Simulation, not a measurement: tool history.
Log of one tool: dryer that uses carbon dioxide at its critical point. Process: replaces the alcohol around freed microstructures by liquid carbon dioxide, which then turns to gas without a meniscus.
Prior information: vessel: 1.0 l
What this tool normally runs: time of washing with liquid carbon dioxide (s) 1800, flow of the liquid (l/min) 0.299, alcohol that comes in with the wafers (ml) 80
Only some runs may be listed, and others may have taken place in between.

run	day	time of washing with liquid carbon dioxide (s)	flow of the liquid (l/min)	alcohol that comes in with the wafers (ml)	alcohol left in the vessel before it's heated (ppm by volume)
1	0.000	1800	0.299	80	156
2	0.546	1800	0.299	80	161
3	1.008	1800	0.299	80	163
4	1.625	1800	0.299	80	169
5	2.079	1800	0.299	80	168
6	2.467	1800	0.299	80	174
7	3.058	1800	0.299	80	168
8	3.479	1800	0.299	80	162
9	4.054	1800	0.299	80	173
10	4.492	1800	0.299	35	101
11	5.088	1800	0.299	35	94
12	5.717	1800	0.299	35	108
13	6.121	1800	0.327	35	78
14	6.442	1800	0.327	56	89
15	6.729	1800	0.327	56	91
16	7.358	1740	0.299	80	208
17	7.808	1740	0.299	80	205
18	8.354	1800	0.188	80	1539
19	8.742	1800	0.188	80	1520
20	9.067	1800	0.188	80	1514
21	9.446	1800	0.188	25	498
22	10.050	2820	0.299	80	56
23	10.379	2820	0.299	80	49
24	10.800	2820	0.299	80	59
25	11.279	2100	0.299	80	104
26	11.875	2100	0.299	80	100
27	12.321	1380	0.299	40	361
28	12.700	2880	0.299	80	62
29	13.062	2880	0.299	80	62
30	13.671	2880	0.299	93	64
31	13.954	1800	0.243	80	523
32	14.458	1800	0.200	80	1275
33	14.950	2880	0.299	33	59
34	15.292	2280	0.299	45	78
35	15.888	2280	0.299	45	82
36	16.471	1380	0.201	27	1092
37	16.821	1740	0.210	27	437
38	17.142	1740	0.210	27	468
39	17.538	1500	0.191	51	1886
40	17.917	2640	0.191	26	136
41	18.346	2640	0.404	33	68
42	18.696	1380	0.279	34	443
43	19.304	1200	0.282	47	992
44	19.896	1200	0.354	62	503
45	20.338	1200	0.354	62	494
46	20.871	2820	0.382	62	72
47	21.362	1140	0.233	25	1226
48	21.921	1140	0.208	25	1711

Branching from run 48: 3 alternative next runs. What would each branch give?
A	22.267	2400	0.208	25	?
B	22.267	1800	0.299	91	?
C	22.267	2640	0.240	35	?

run	alcohol left in the vessel before it's heated (ppm by volume)
A	156
B	236
C	109
With the hidden condition removed and each run's random variation left untouched, the same runs would have given:
run	alcohol left in the vessel before it's heated (ppm by volume)
A	68
B	116
C	34

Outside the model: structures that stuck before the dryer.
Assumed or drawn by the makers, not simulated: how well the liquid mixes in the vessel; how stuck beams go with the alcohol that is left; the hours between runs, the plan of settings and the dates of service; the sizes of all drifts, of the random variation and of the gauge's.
